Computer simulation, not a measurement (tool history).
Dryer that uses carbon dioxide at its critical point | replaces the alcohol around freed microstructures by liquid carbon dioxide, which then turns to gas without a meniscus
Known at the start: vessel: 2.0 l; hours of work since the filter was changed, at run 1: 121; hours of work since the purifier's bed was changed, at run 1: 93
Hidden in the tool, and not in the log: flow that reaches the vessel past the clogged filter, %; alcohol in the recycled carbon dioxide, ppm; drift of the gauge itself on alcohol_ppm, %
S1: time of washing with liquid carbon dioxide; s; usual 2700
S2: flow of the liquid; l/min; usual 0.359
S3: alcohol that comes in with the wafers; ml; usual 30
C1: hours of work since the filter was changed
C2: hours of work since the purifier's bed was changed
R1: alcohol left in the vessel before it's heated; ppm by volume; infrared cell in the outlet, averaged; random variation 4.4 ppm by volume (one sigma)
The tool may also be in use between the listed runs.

{"run": 1, "hour": 0.0, "S1": 2700, "S2": 0.359, "S3": 30, "C1": 121, "C2": 93, "R1": 25}
{"run": 2, "hour": 23.5, "S1": 2700, "S2": 0.359, "S3": 30, "C1": 130, "C2": 102, "R1": 23}
{"run": 3, "hour": 50.7, "S1": 2700, "S2": 0.359, "S3": 30, "C1": 140, "C2": 112, "R1": 29}
{"run": 4, "hour": 77.2, "S1": 2700, "S2": 0.359, "S3": 30, "C1": 150, "C2": 122, "R1": 32}
{"run": 5, "hour": 102.1, "S1": 2700, "S2": 0.359, "S3": 30, "C1": 160, "C2": 132, "R1": 31}
{"run": 6, "hour": 126.3, "S1": 2700, "S2": 0.359, "S3": 30, "C1": 169, "C2": 141, "R1": 31}
{"run": 7, "hour": 161.9, "S1": 2700, "S2": 0.359, "S3": 30, "C1": 183, "C2": 155, "R1": 37}
{"run": 8, "hour": 200.1, "S1": 1680, "S2": 0.359, "S3": 30, "C1": 197, "C2": 169, "R1": 264}
{"run": 9, "hour": 250.2, "S1": 2460, "S2": 0.476, "S3": 88, "C1": 216, "C2": 188, "R1": 38}
{"run": 10, "hour": 293.8, "S1": 2880, "S2": 0.285, "S3": 53, "C1": 233, "C2": 205, "R1": 139}
{"run": 11, "hour": 339.3, "S1": 2880, "S2": 0.285, "S3": 53, "C1": 250, "C2": 222, "R1": 137}
{"hour": 353.0, "done": "inlet filter changed"}
{"run": 12, "hour": 392.9, "S1": 1920, "S2": 0.493, "S3": 88, "C1": 15, "C2": 242, "R1": 51}
{"run": 13, "hour": 421.2, "S1": 2700, "S2": 0.232, "S3": 69, "C1": 26, "C2": 253, "R1": 363}
{"run": 14, "hour": 474.8, "S1": 2700, "S2": 0.232, "S3": 69, "C1": 46, "C2": 273, "R1": 389}
{"run": 15, "hour": 528.4, "S1": 3540, "S2": 0.359, "S3": 34, "C1": 67, "C2": 294, "R1": 24}

3 ways to go on from here, each from the tool as it stands after run 15. What would each give?
{"run": "A", "hour": 568.7, "S1": 4140, "S2": 0.436, "S3": 77, "C1": 82, "C2": 309, "R1": "?"}
{"run": "B", "hour": 568.7, "S1": 3540, "S2": 0.426, "S3": 36, "C1": 82, "C2": 309, "R1": "?"}
{"run": "C", "hour": 568.7, "S1": 2580, "S2": 0.319, "S3": 108, "C1": 82, "C2": 309, "R1": "?"}

run=A R1=27
run=B R1=18
run=C R1=161
Without the tool's hidden state the same runs would have given:
run=A R1=10
run=B R1=1
run=C R1=102
